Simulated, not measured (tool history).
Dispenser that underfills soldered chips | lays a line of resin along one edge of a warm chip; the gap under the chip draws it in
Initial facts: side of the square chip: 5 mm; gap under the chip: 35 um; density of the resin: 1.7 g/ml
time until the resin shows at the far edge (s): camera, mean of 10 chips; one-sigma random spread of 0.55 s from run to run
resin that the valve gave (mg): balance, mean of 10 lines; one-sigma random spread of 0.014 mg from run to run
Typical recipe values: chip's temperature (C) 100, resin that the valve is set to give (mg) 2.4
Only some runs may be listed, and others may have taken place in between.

run,hour,chip's temperature (C),resin that the valve is set to give (mg),time until the resin shows at the far edge (s),resin that the valve gave (mg)
1,0,100,2.4,70.1,2.35
# hour 6.8: new syringe of resin
2,8.3,100,2.4,47.3,2.36
3,20.6,100,2.4,77.2,2.33
# hour 24.6: new syringe of resin
4,30,100,2.4,56.4,2.32
5,37.1,100,2.56,74.8,2.47
# hour 41.7: new syringe of resin
6,48.8,100,2.25,61.4,2.16
7,57.4,100,2.25,87.6,2.13
# hour 58.8: new syringe of resin
8,71.2,100,2.4,76.4,2.27
# hour 76: new syringe of resin
9,80.2,108,2.4,44.5,2.27
10,87.9,100,2.25,75.8,2.13
# hour 93.1: new syringe of resin
11,97.6,87,2.01,80.3,1.87
# hour 104.6: dispensing valve cleaned and set on the balance
# hour 111.1: new syringe of resin
12,111.2,87,2.01,66.9,2
13,117.9,112,2.41,45.6,2.41
14,127.3,90,2.59,113.3,2.58
# hour 128.5: new syringe of resin
15,136.2,85,2.4,92.4,2.37
16,143.6,100,2.82,82.2,2.76
# hour 145.6: new syringe of resin
17,152,90,2.82,74.3,2.74

How would selected steps in time until the resin shows at the far edge (s) from run to run divide? Give the signed amount a tool lacking its hidden state would still show from settings, what came in and random variation, and the signed amount left for the hidden state, including any gauge scatter that is not in both of the compared results.
Unlogged tool condition in this case: resin's viscosity, % of fresh resin's; dose that the valve gives, % of what is set; true chip temperature over the reading, C; drift of the gauge itself on fill_s, %; drift of the gauge itself on given_mg, %.
Run 13 -> 14: chip's temperature (C) 112 -> 90, resin that the valve is set to give (mg) 2.41 -> 2.59. time until the resin shows at the far edge (s) +67.7: hidden state +42.8, all else +24.9.
